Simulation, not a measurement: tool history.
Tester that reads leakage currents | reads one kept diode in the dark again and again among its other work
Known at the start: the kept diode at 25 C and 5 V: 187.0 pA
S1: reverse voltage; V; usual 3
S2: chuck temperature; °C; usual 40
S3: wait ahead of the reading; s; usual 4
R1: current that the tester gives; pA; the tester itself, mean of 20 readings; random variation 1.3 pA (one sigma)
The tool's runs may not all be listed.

run	day	S1	S2	S3	R1
1	0	3	40	4	455.98
2	1.804	3	40	4	454.25
3	3.338	3	40	4	455.95
4	4.496	3	40	4	453.84
5	5.838	3	49	4	841.89
6	7.404	3	34	4	296.63
7	8.288	3.05	40	4	462.11
8	9.696	3	40	0.93	458.52
9	11.054	3	21	4	111.84
10	12.546	1.21	40	4	268.12
11	13.5	1.21	40	4	267.84
12	15.529	1.21	40	4	270.23
13	17.25	1.21	40	4	271.55
14	18.562	1.21	40	4	268.69
15	20.321	1.21	40	4	269.54
16	21.275	1.21	40	4	270.93
17	22.95	3	40	0.32	464.52
18	23.871	3	40	9.59	463.32
19	25.129	1.09	40	4	255.37
20	26.079	3	40	4	462.24
21	26.979	3	40	4	465.11
22	28.158	3	40	4	464.09
23	30.212	1.21	40	6.48	272.19
24	31.283	3.95	27	6.48	213.2
25	32.225	3.95	27	6.48	213.65
26	34.175	17.24	58	6.96	4304.02
# day 34.988: chuck's temperature calibrated
27	35.962	6.92	48	0.87	1186.83
28	37.062	4.11	26	4.05	179.98
29	38.85	4.11	26	4.05	180.29
30	40.675	1.32	37	2.05	206.4
31	41.946	1.32	37	2.05	208.99
32	43.225	5.06	53	0.38	1374.25
33	45.358	3	52	0.49	953.15
34	46.729	3	52	0.49	948.19
35	48.588	3	52	0.49	951.21
36	50.325	16.61	21	0.82	291.46
37	52.408	4.1	21	2.13	123.58
38	54.029	1.86	40	0.63	319.45
39	55.217	3	35	0.56	299.08

5 ways to go on from here, each from the tool as it stands after run 39. What would each give?
A	56.362	3	57	4	?
B	56.362	2.04	27	4	?
C	56.362	6.01	40	1.84	?
D	56.362	3.73	40	8.47	?
E	56.362	3	33	4	?

run	R1
A	1311.38
B	130.32
C	642.38
D	480.95
E	256.71
Without the tool's hidden state the same runs would have given:
run	R1
A	1308.35
B	128.94
C	638.08
D	478.11
E	254.6

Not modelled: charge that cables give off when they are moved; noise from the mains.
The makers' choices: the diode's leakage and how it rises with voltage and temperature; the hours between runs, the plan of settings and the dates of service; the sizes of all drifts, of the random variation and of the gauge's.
